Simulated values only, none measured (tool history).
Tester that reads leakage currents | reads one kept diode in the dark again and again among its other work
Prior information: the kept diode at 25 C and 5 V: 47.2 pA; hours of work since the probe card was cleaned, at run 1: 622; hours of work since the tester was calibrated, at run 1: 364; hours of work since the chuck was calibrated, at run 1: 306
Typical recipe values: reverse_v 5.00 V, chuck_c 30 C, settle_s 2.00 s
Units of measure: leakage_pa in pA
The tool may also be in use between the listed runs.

run    hour  reverse_v  chuck_c  settle_s  hours of work since the probe card was cleaned  hours of work since the tester was calibrated  hours of work since the chuck was calibrated  leakage_pa
  1     0.0       5.00       30      2.00                                             622                                            364                                           306       73.18
  2   104.3       5.00       30      2.00                                             664                                            406                                           348       73.34
  3   172.3       5.00       30      0.31                                             692                                            434                                           376       76.24
  4   270.6       5.00       30      0.31                                             731                                            473                                           415       75.83
  5   385.6       5.73       30      2.00                                             778                                            520                                           462       76.92
  6   458.2       5.73       30      2.00                                             807                                            549                                           491       76.65
  7   558.8       5.73       28      2.00                                             848                                            590                                           532       64.61
  8   637.4       5.73       28      2.00                                             879                                            621                                           563       64.93
  9   748.3       5.00       55      2.00                                             924                                            666                                           608      515.67
 10   849.6       5.00       55      2.00                                             965                                            707                                           649      514.17
 11   968.2       5.00       55      2.00                                            1013                                            755                                           697      517.04
 12  1043.5       5.00       32      2.00                                            1043                                            785                                           727       86.35
 13  1112.0       5.00       30      0.99                                            1071                                            813                                           755       73.78
 14  1170.4       5.00       30      0.99                                            1094                                            836                                           778       73.85
 15  1236.8       5.00       30      0.99                                            1121                                            863                                           805       73.53
 16  1346.8       5.00       30      0.99                                            1165                                            908                                           850       73.79
 17  1414.7       5.00       30      2.00                                            1193                                            935                                           877       73.25
 18  1519.7       5.00       30      2.00                                            1235                                            977                                           919       72.97
 19  1582.9       5.00       30      2.00                                            1261                                           1003                                           945       72.78
 20  1677.9       5.00       30      2.00                                            1299                                           1041                                           983       72.98
 21  1788.5       5.00       57      2.00                                            1344                                           1086                                          1028      595.99
 22  1869.0       5.00       46      3.61                                            1376                                           1118                                          1060      263.15
 23  1984.2      12.61       59      1.10                                            1423                                           1165                                          1107      940.77
 24  2045.6      12.61       59      1.10                                            1447                                           1189                                          1132      948.28
 25  2129.8       2.39       56      1.59                                            1481                                           1223                                          1166      427.16
 26  2198.0       2.39       56      1.59                                            1509                                           1251                                          1193      428.54
 27  2317.8       4.00       30      2.00                                            1557                                           1299                                          1241       67.61
 28  2379.6       4.00       30      0.62                                            1582                                           1324                                          1266       68.66
 29  2460.7       5.00       35      0.43                                            1615                                           1357                                          1299      112.87
 30  2525.9       5.00       35      0.43                                            1641                                           1383                                          1325      112.44
     2577.9  -- chuck's temperature calibrated
 31  2613.2       5.00       35      0.43                                            1676                                           1418                                            14      113.47
 32  2681.8       5.00       30      3.62                                            1703                                           1445                                            42       72.99
 33  2757.9       5.00       30      3.62                                            1734                                           1476                                            73       72.70
 34  2815.3       7.22       32      2.02                                            1757                                           1499                                            96       98.94
 35  2929.4       7.22       32      2.02                                            1803                                           1545                                           142       98.59
 36  3026.6       5.00       23      8.85                                            1842                                           1584                                           181       39.89
 37  3131.1       1.89       43      2.13                                            1884                                           1627                                           223      149.45
 38  3186.5       1.32       26      1.74                                            1907                                           1649                                           246       32.54
 39  3247.0       7.14       60      1.93                                            1931                                           1673                                           270      832.96
 40  3355.1      11.79       30      4.71                                            1975                                           1717                                           314       99.15
 41  3459.7      11.21       30      2.00                                            2017                                           1759                                           356       97.81

Branching from run 41: 3 alternative next runs. What would each branch give?
  A  3550.5      16.99       30      0.32                                            2054                                           1796                                           392           ?
  B  3550.5       5.00       30      2.07                                            2054                                           1796                                           392           ?
  C  3550.5      11.21       38      0.83                                            2054                                           1796                                           392           ?

run  leakage_pa
  A      121.99
  B       72.87
  C      189.76
The same runs, with their run-to-run variation unchanged, on a tool lacking any hidden condition would have given:
run  leakage_pa
  A      121.99
  B       72.88
  C      189.80
